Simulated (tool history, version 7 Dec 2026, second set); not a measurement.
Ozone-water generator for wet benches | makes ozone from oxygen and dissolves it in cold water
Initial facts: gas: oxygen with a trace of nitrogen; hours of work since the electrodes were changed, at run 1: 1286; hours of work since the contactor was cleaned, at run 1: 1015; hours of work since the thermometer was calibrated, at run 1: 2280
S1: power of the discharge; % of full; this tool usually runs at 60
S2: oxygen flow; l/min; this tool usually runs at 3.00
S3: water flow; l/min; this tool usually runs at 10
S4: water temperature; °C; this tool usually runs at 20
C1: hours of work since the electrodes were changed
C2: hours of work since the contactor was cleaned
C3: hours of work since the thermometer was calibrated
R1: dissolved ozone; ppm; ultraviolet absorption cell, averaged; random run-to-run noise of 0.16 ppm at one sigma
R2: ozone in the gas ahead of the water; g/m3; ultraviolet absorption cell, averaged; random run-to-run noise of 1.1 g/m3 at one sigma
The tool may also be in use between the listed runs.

run    hour  S1    S2  S3  S4    C1    C2    C3    R1     R2
  1     0.0  60  3.00  10  20  1286  1015  2280  20.4  193.6
  2    43.5  60  3.00  10  20  1314  1043  2308  20.5  192.5
  3    84.8  60  3.00  10  20  1340  1069  2334  20.3  192.9
  4   108.5  66  3.00  10  20  1355  1084  2349  21.8  205.7
  5   136.9  60  3.00  10  20  1373  1102  2367  20.3  192.6
  6   173.8  60  3.00  10  20  1397  1126  2391  20.5  194.1
  7   214.2  60  3.00   9  20  1422  1151  2417  22.0  192.4
  8   242.3  60  2.94  10  20  1440  1169  2434  20.3  193.6
  9   265.5  89  3.00  10  20  1455  1184  2449  26.4  247.0
 10   313.3  89  3.00  10  20  1485  1214  2480  26.1  248.1
      319.5  -- contactor cleaned
 11   339.2  89  3.00  10  20  1499    12  2493  26.2  248.5
 12   364.6  89  3.00  10  20  1516    29  2510  26.2  247.4
 13   406.7  80  3.00  10  20  1542    55  2536  24.6  231.5
 14   455.5  80  3.00  10  18  1573    87  2567  25.4  230.8
      493.9  -- contactor cleaned, once more
 15   509.3  60  2.55  10  20  1605    10  2599  20.9  214.1
 16   549.1  60  2.55  10  20  1630    35  2624  20.7  214.2
 17   598.1  60  2.55  10  20  1662    66  2656  20.5  213.0
 18   625.5  60  2.12  10  20  1679    84  2673  21.0  240.3
 19   674.3  60  2.12  10  20  1710   115  2704  20.9  239.8
 20   701.7  52  2.12  13  13  1727   132  2722  16.0  216.2
 21   745.4  52  2.12  13  13  1755   160  2749  16.1  217.7
 22   790.5  52  2.12  13  13  1784   189  2778  16.0  218.1
 23   821.1  60  4.69   9  20  1803   208  2797  19.8  141.7
 24   846.3  60  4.69   9  16  1819   224  2813  21.9  144.0
 25   874.0  86  3.00   6  20  1837   242  2831  37.2  241.7
 26   899.1  86  3.00   6  20  1853   258  2847  37.1  240.6
 27   926.7  86  3.00   6  20  1871   275  2865  37.2  242.7
 28   977.0  86  3.00   6  20  1903   307  2897  36.6  241.4
 29  1026.5  44  3.00   7  20  1934   339  2928  21.3  155.9
 30  1071.9  44  2.55   8  16  1963   368  2957  21.2  173.2
 31  1097.6  44  2.55   8  16  1979   384  2973  21.4  170.2
 32  1144.4  59  3.20  15  20  2009   414  3003  13.7  182.5
 33  1189.0  54  2.18   8  20  2037   442  3031  23.6  218.1

Each row is a separate what-if for the run after 33, all from the same tool condition, not one after another. Results?
  A  1227.6  93  3.27   7  20  2062  467  3056   ?   ?
  B  1227.6  60  3.00  10  16  2062  467  3056   ?   ?
  C  1227.6  60  5.11  12  17  2062  467  3056   ?   ?

run    R1     R2
  A  34.2  238.5
  B  21.2  190.7
  C  16.7  134.8
What these runs would have given with no unlogged condition in the tool:
run    R1     R2
  A  36.4  251.4
  B  22.3  198.5
  C  17.5  140.3
